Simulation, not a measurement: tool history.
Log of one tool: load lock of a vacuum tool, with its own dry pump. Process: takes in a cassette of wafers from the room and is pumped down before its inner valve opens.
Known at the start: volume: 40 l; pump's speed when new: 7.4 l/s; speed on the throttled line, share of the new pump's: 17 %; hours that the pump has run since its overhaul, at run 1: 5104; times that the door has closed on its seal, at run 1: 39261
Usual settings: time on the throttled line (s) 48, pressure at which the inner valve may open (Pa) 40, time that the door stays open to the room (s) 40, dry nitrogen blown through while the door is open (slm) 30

| run | day | time on the throttled line (s) | pressure at which the inner valve may open (Pa) | time that the door stays open to the room (s) | dry nitrogen blown through while the door is open (slm) | hours that the pump has run since its overhaul | times that the door has closed on its seal | incoming humidity of the room's air, % | time from the closed door until the inner valve may open (s) | rise of the pressure with all valves shut (Pa/min) |
|---|---|---|---|---|---|---|---|---|---|---|
| 1 | 0.000 | 48 | 40 | 40 | 30 | 5104 | 39261 | 45.9 | 82.8 | 0.165 |
| 2 | 5.771 | 48 | 40 | 40 | 30 | 5242 | 39711 | 41.2 | 83.1 | 0.166 |
| 3 | 10.258 | 48 | 40 | 40 | 30 | 5350 | 40062 | 45.2 | 84.0 | 0.163 |
| 4 | 14.842 | 48 | 40 | 40 | 20 | 5460 | 40419 | 44.0 | 83.1 | 0.171 |
| 5 | 21.162 | 48 | 40 | 40 | 26 | 5612 | 40912 | 43.7 | 82.7 | 0.177 |
| 6 | 26.062 | 48 | 40 | 40 | 8 | 5729 | 41294 | 43.1 | 83.7 | 0.185 |
| 7 | 33.342 | 48 | 40 | 40 | 8 | 5904 | 41863 | 43.8 | 84.0 | 0.194 |
| 8 | 37.350 | 48 | 40 | 31 | 8 | 6000 | 42175 | 41.7 | 83.0 | 0.189 |
| 9 | 44.721 | 48 | 40 | 31 | 8 | 6177 | 42750 | 47.4 | 82.6 | 0.190 |
| 10 | 51.492 | 90 | 40 | 40 | 30 | 6340 | 43279 | 43.7 | 117.9 | 0.186 |
| 11 | 55.600 | 27 | 40 | 66 | 30 | 6438 | 43599 | 44.7 | 66.2 | 0.198 |
|  | 56.854 | door's seal changed, seat wiped |
| 12 | 63.300 | 27 | 40 | 66 | 30 | 6622 | 503 | 45.4 | 66.6 | 0.035 |
| 13 | 67.683 | 59 | 44 | 186 | 20 | 6727 | 845 | 43.5 | 92.6 | 0.087 |
| 14 | 72.129 | 38 | 77 | 40 | 30 | 6834 | 1192 | 44.9 | 71.0 | 0.024 |
| 15 | 79.600 | 38 | 77 | 40 | 36 | 7013 | 1774 | 46.7 | 72.1 | 0.023 |
| 16 | 87.412 | 38 | 77 | 40 | 36 | 7200 | 2384 | 47.0 | 72.7 | 0.029 |
| 17 | 93.567 | 38 | 64 | 40 | 33 | 7348 | 2864 | 45.9 | 73.5 | 0.028 |
| 18 | 97.712 | 70 | 30 | 40 | 44 | 7448 | 3188 | 43.4 | 104.8 | 0.026 |
| 19 | 103.975 | 48 | 39 | 60 | 30 | 7598 | 3676 | 44.9 | 83.5 | 0.043 |
| 20 | 107.429 | 55 | 33 | 40 | 30 | 7681 | 3946 | 45.9 | 91.1 | 0.037 |

Some steps in time from the closed door until the inner valve may open (s) between neighbouring runs. How much of each would the tool show without its hidden state too (settings, what came in, random variation), and how much is left for the hidden state, with any gauge scatter that isn't in both results?
The hidden state here: pump's speed, % of a new pump's; leak at the door's seal, Pa l/s; drift of the gauge itself on ready_s, %; drift of the gauge itself on rise_pa_min, %.
Run 9 -> 10: time on the throttled line (s) 48 -> 90, time that the door stays open to the room (s) 31 -> 40, dry nitrogen blown through while the door is open (slm) 8 -> 30. time from the closed door until the inner valve may open (s) +35.3: hidden state -0.3, all else +35.6.
Run 10 -> 11: time on the throttled line (s) 90 -> 27, time that the door stays open to the room (s) 40 -> 66. time from the closed door until the inner valve may open (s) -51.7: hidden state +0.6, all else -52.3.
